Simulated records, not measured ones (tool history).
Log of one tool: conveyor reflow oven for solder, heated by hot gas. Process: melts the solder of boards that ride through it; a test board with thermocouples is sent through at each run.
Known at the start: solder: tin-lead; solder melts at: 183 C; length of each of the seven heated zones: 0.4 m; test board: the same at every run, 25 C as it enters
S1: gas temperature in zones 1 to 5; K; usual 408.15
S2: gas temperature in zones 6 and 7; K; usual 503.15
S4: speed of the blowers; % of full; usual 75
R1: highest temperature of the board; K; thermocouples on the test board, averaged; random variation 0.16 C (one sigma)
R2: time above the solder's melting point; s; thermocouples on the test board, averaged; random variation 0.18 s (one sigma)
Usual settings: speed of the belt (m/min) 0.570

run 1 hour=0.0 | S1=408.15 S2=503.15 speed_of_the_belt_(m/min)=0.570 S4=75 | R1=490.75 R2=63.6
run 2 hour=70.1 | S1=408.15 S2=504.15 speed_of_the_belt_(m/min)=0.570 S4=75 | R1=491.35 R2=64.1
run 3 hour=136.4 | S1=408.15 S2=504.15 speed_of_the_belt_(m/min)=0.570 S4=75 | R1=491.35 R2=64.2
run 4 hour=172.8 | S1=408.15 S2=504.15 speed_of_the_belt_(m/min)=0.570 S4=75 | R1=491.45 R2=64.2
run 5 hour=221.3 | S1=408.15 S2=503.15 speed_of_the_belt_(m/min)=0.570 S4=75 | R1=490.65 R2=63.1
run 6 hour=292.4 | S1=408.15 S2=503.15 speed_of_the_belt_(m/min)=0.570 S4=75 | R1=490.55 R2=63.3
run 7 hour=350.7 | S1=408.15 S2=503.15 speed_of_the_belt_(m/min)=0.570 S4=75 | R1=490.65 R2=63.2
-- hour=406.8 flux residue cleaned out of gas plates and filters
run 8 hour=428.6 | S1=408.15 S2=503.15 speed_of_the_belt_(m/min)=0.570 S4=75 | R1=491.75 R2=65.1
run 9 hour=467.3 | S1=408.15 S2=503.15 speed_of_the_belt_(m/min)=0.570 S4=75 | R1=491.95 R2=64.7
run 10 hour=525.2 | S1=408.15 S2=503.15 speed_of_the_belt_(m/min)=0.570 S4=75 | R1=491.95 R2=65.0
run 11 hour=569.1 | S1=408.15 S2=503.15 speed_of_the_belt_(m/min)=0.570 S4=75 | R1=491.55 R2=64.5
run 12 hour=646.7 | S1=408.15 S2=503.15 speed_of_the_belt_(m/min)=0.570 S4=75 | R1=491.75 R2=64.6
run 13 hour=709.0 | S1=408.15 S2=503.15 speed_of_the_belt_(m/min)=0.570 S4=69 | R1=491.05 R2=63.8
-- hour=718.4 thermocouples of zones 6 and 7 changed
run 14 hour=778.2 | S1=408.15 S2=503.15 speed_of_the_belt_(m/min)=0.570 S4=69 | R1=490.45 R2=63.4
run 15 hour=848.6 | S1=408.15 S2=503.15 speed_of_the_belt_(m/min)=0.570 S4=59 | R1=488.95 R2=61.4
run 16 hour=894.8 | S1=408.15 S2=503.15 speed_of_the_belt_(m/min)=0.570 S4=59 | R1=488.75 R2=61.3
run 17 hour=944.5 | S1=393.15 S2=505.15 speed_of_the_belt_(m/min)=0.570 S4=59 | R1=488.05 R2=55.9
run 18 hour=1010.1 | S1=408.15 S2=503.15 speed_of_the_belt_(m/min)=0.563 S4=83 | R1=491.95 R2=65.9
run 19 hour=1071.5 | S1=412.15 S2=493.15 speed_of_the_belt_(m/min)=0.570 S4=63 | R1=480.95 R2=55.8
run 20 hour=1104.2 | S1=408.15 S2=513.15 speed_of_the_belt_(m/min)=0.570 S4=60 | R1=497.65 R2=68.5
-- hour=1164.6 flux residue cleaned out of gas plates and filters
run 21 hour=1167.0 | S1=408.15 S2=513.15 speed_of_the_belt_(m/min)=0.570 S4=60 | R1=499.25 R2=69.7
run 22 hour=1224.7 | S1=409.15 S2=507.15 speed_of_the_belt_(m/min)=0.570 S4=83 | R1=496.55 R2=69.4
run 23 hour=1283.8 | S1=396.15 S2=515.15 speed_of_the_belt_(m/min)=0.578 S4=57 | R1=498.15 R2=64.1
run 24 hour=1337.8 | S1=414.15 S2=506.15 speed_of_the_belt_(m/min)=0.570 S4=75 | R1=495.65 R2=70.4
run 25 hour=1415.3 | S1=398.15 S2=498.15 speed_of_the_belt_(m/min)=0.591 S4=66 | R1=484.15 R2=51.8
run 26 hour=1466.3 | S1=398.15 S2=498.15 speed_of_the_belt_(m/min)=0.591 S4=66 | R1=483.95 R2=51.9
run 27 hour=1502.4 | S1=412.15 S2=503.15 speed_of_the_belt_(m/min)=0.631 S4=74 | R1=489.45 R2=57.7
run 28 hour=1564.9 | S1=417.15 S2=495.15 speed_of_the_belt_(m/min)=0.463 S4=60 | R1=488.45 R2=83.0
run 29 hour=1628.1 | S1=408.15 S2=511.15 speed_of_the_belt_(m/min)=0.630 S4=73 | R1=495.85 R2=60.9
run 30 hour=1676.8 | S1=408.15 S2=511.15 speed_of_the_belt_(m/min)=0.630 S4=73 | R1=495.55 R2=60.7
run 31 hour=1719.8 | S1=412.15 S2=495.15 speed_of_the_belt_(m/min)=0.620 S4=85 | R1=483.85 R2=54.8

The same runs without the tool's hidden state, with the same run-to-run variation:
The hidden state here: heat that the gas passes to the board, % of a clean oven's; belt's true speed, % of the reading; true gas temperature in zones 6 and 7 over the reading, C; drift of the gauge itself on peak_c, C; drift of the gauge itself on liquid_s, %.
run=1 R1=491.45 R2=64.3
run=2 R1=492.15 R2=64.9
run=3 R1=492.25 R2=65.0
run=4 R1=492.45 R2=65.1
run=5 R1=491.65 R2=64.1
run=6 R1=491.65 R2=64.4
run=7 R1=491.75 R2=64.3
run=8 R1=491.35 R2=64.6
run=9 R1=491.65 R2=64.2
run=10 R1=491.65 R2=64.5
run=11 R1=491.35 R2=64.1
run=12 R1=491.55 R2=64.2
run=13 R1=490.95 R2=63.5
run=14 R1=491.15 R2=63.7
run=15 R1=489.65 R2=61.8
run=16 R1=489.55 R2=61.7
run=17 R1=489.05 R2=56.6
run=18 R1=492.85 R2=66.4
run=19 R1=481.75 R2=56.7
run=20 R1=498.75 R2=68.7
run=21 R1=498.55 R2=68.6
run=22 R1=495.95 R2=68.3
run=23 R1=497.55 R2=63.0
run=24 R1=495.15 R2=69.3
run=25 R1=483.75 R2=50.9
run=26 R1=483.65 R2=51.2
run=27 R1=489.25 R2=57.0
run=28 R1=488.05 R2=81.7
run=29 R1=495.95 R2=60.2
run=30 R1=495.65 R2=60.1
run=31 R1=483.95 R2=54.5
